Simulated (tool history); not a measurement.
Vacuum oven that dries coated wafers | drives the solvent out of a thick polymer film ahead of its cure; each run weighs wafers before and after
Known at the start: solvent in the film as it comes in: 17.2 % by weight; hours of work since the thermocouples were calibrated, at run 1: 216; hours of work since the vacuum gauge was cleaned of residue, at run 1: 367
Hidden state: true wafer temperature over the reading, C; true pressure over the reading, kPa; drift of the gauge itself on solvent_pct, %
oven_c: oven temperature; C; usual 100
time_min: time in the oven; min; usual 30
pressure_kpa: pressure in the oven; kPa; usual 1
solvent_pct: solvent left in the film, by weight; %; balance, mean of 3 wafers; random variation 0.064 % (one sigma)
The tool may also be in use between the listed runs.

run	day	oven_c	time_min	pressure_kpa	hours of work since the thermocouples were calibrated	hours of work since the vacuum gauge was cleaned of residue	solvent_pct
1	0	100	30	1	216	367	3.97
2	1.571	100	16	1	242	392	7.21
3	3.342	100	16	1	270	421	7.08
4	4.621	100	16	1	291	441	7.23
5	6.842	100	30	0.63	327	477	3.8
6	8.129	100	30	1	348	498	4.02
7	9.412	100	30	1	368	519	3.99
8	12.083	100	30	1.16	412	562	4.04
9	14.617	101	25	1	453	603	4.88
10	16.725	101	46	0.61	487	637	1.9
11	18.212	87	16	0.61	511	661	9.56
12	19.717	87	16	0.61	535	685	9.3
13	22.421	87	16	0.61	579	729	9.5
14	24.492	86	51	0.54	612	762	4.06

Forecast each of these 3 alternatives for the next run:
A	26.55	102	30	2.16	645	796	?
B	26.55	100	38	1	645	796	?
C	26.55	109	51	0.87	645	796	?

run	solvent_pct
A	4
B	2.96
C	0.96
Without the tool's hidden state the same runs would have given:
run	solvent_pct
A	3.93
B	2.88
C	0.89

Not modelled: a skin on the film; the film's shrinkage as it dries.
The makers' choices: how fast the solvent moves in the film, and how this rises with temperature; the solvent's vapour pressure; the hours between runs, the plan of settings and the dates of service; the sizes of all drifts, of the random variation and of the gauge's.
